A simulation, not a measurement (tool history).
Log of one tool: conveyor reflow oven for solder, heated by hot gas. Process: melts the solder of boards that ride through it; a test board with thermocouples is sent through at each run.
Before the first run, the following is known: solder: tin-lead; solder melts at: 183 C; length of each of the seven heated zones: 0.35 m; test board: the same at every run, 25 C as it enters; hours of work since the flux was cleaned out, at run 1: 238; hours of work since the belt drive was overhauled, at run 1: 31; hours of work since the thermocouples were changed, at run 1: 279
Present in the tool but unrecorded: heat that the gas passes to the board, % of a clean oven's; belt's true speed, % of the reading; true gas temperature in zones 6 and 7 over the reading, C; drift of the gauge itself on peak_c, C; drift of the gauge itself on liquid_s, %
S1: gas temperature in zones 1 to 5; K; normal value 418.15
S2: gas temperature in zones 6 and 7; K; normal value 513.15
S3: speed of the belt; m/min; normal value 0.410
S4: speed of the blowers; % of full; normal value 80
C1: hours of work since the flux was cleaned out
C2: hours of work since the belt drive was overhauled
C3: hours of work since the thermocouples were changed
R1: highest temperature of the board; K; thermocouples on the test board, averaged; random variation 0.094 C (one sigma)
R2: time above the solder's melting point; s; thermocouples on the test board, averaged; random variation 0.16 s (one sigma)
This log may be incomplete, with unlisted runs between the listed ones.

Run 1, hour 0.0: usual settings; C1 238; C2 31; C3 279. Result: R1 501.93 K, R2 90.8 s.
Run 2, hour 6.0: usual settings but S1 420.15 K; C1 243; C2 35; C3 283. Result: R1 502.36 K, R2 91.9 s.
Run 3, hour 11.0: usual settings but S1 420.15 K; C1 246; C2 39; C3 287. Result: R1 502.30 K, R2 91.8 s.
Run 4, hour 20.6: usual settings but S1 420.15 K; C1 253; C2 46; C3 293. Result: R1 501.96 K, R2 92.0 s.
Run 5, hour 27.2: usual settings but S3 0.449 m/min; C1 258; C2 50; C3 298. Result: R1 499.52 K, R2 81.0 s.
Run 6, hour 36.6: usual settings but S3 0.449 m/min; C1 264; C2 57; C3 305. Result: R1 499.55 K, R2 81.3 s.
Run 7, hour 45.2: usual settings but S3 0.449 m/min; C1 270; C2 63; C3 311. Result: R1 499.64 K, R2 80.9 s.
Run 8, hour 49.4: usual settings but S3 0.449 m/min; C1 273; C2 66; C3 314. Result: R1 499.67 K, R2 81.2 s.
Run 9, hour 54.8: usual settings but S1 413.15 K; C1 277; C2 70; C3 318. Result: R1 501.26 K, R2 88.3 s.
Run 10, hour 62.0: usual settings but S1 413.15 K; C1 282; C2 75; C3 323. Result: R1 501.42 K, R2 88.1 s.
Run 11, hour 70.1: usual settings but S1 413.15 K; C1 288; C2 81; C3 329. Result: R1 501.19 K, R2 88.0 s.
Run 12, hour 77.4: usual settings but S1 413.15 K; C1 293; C2 86; C3 334. Result: R1 501.37 K, R2 88.1 s.
Run 13, hour 86.8: usual settings but S1 413.15 K; C1 300; C2 93; C3 341. Result: R1 501.28 K, R2 88.1 s.
At hour 96.8: flux residue cleaned out of gas plates and filters.
Run 14, hour 99.5: usual settings; C1 2; C2 98; C3 346. Result: R1 501.98 K, R2 90.9 s.
Run 15, hour 104.5: usual settings but S4 82 % of full; C1 5; C2 102; C3 350. Result: R1 502.18 K, R2 91.4 s.
Run 16, hour 111.2: usual settings but S4 77 % of full; C1 10; C2 107; C3 354. Result: R1 501.59 K, R2 90.4 s.
Run 17, hour 117.3: usual settings but S2 522.15 K, S3 0.351 m/min; C1 15; C2 111; C3 359. Result: R1 514.14 K, R2 114.3 s.
Run 18, hour 127.2: usual settings but S2 522.15 K, S3 0.351 m/min; C1 22; C2 118; C3 366. Result: R1 514.08 K, R2 114.4 s.
Run 19, hour 134.7: usual settings but S2 522.15 K, S3 0.351 m/min; C1 27; C2 123; C3 371. Result: R1 514.08 K, R2 114.4 s.
Run 20, hour 143.8: usual settings but S1 417.15 K, S2 510.15 K; C1 34; C2 130; C3 378. Result: R1 499.18 K, R2 88.6 s.
Run 21, hour 147.9: usual settings but S1 417.15 K, S2 510.15 K; C1 36; C2 133; C3 381. Result: R1 499.23 K, R2 88.3 s.
Run 22, hour 152.6: usual settings but S1 417.15 K, S2 510.15 K; C1 40; C2 136; C3 384. Result: R1 499.13 K, R2 88.4 s.
Run 23, hour 161.9: usual settings but S1 421.15 K, S2 516.15 K, S4 56 % of full; C1 46; C2 143; C3 391. Result: R1 501.33 K, R2 91.5 s.
Run 24, hour 169.2: usual settings but S1 421.15 K, S2 516.15 K, S4 56 % of full; C1 52; C2 148; C3 396. Result: R1 501.22 K, R2 91.6 s.
Run 25, hour 178.2: usual settings but S1 421.15 K, S2 516.15 K, S4 56 % of full; C1 58; C2 154; C3 402. Result: R1 501.22 K, R2 91.7 s.
Run 26, hour 186.4: usual settings but S1 405.15 K, S2 514.15 K; C1 64; C2 160; C3 408. Result: R1 501.39 K, R2 84.9 s.
Run 27, hour 192.2: usual settings but S1 430.15 K, S3 0.359 m/min; C1 68; C2 164; C3 412. Result: R1 506.21 K, R2 113.6 s.
Run 28, hour 202.1: usual settings but S1 422.15 K, S2 519.15 K, S3 0.473 m/min; C1 75; C2 171; C3 419. Result: R1 504.08 K, R2 81.2 s.
Run 29, hour 209.3: usual settings but S1 432.15 K, S2 517.15 K, S3 0.376 m/min, S4 60 % of full; C1 80; C2 177; C3 424. Result: R1 506.90 K, R2 109.8 s.
Run 30, hour 218.2: usual settings but S1 421.15 K, S3 0.414 m/min; C1 87; C2 183; C3 431. Result: R1 502.08 K, R2 91.4 s.
Run 31, hour 225.9: usual settings but S1 408.15 K, S3 0.396 m/min; C1 92; C2 188; C3 436. Result: R1 501.69 K, R2 89.6 s.
Run 32, hour 234.9: usual settings but S1 408.15 K, S3 0.396 m/min; C1 98; C2 195; C3 443. Result: R1 501.67 K, R2 89.6 s.

Forecast each of these 3 alternatives for the next run:
Run A, hour 240.3: usual settings but S3 0.455 m/min, S4 79 % of full; C1 102; C2 199; C3 447. Result: R1 ?, R2 ?.
Run B, hour 240.3: usual settings but S1 407.15 K, S3 0.396 m/min, S4 65 % of full; C1 102; C2 199; C3 447. Result: R1 ?, R2 ?.
Run C, hour 240.3: usual settings but S4 75 % of full; C1 102; C2 199; C3 447. Result: R1 ?, R2 ?.

run      R1    R2
  A  498.96  79.4
  B  499.19  86.5
  C  501.42  90.2
Stripped of hidden state, with their random variation kept, the same runs would have yielded:
run      R1    R2
  A  498.95  79.4
  B  499.17  86.4
  C  501.41  90.2

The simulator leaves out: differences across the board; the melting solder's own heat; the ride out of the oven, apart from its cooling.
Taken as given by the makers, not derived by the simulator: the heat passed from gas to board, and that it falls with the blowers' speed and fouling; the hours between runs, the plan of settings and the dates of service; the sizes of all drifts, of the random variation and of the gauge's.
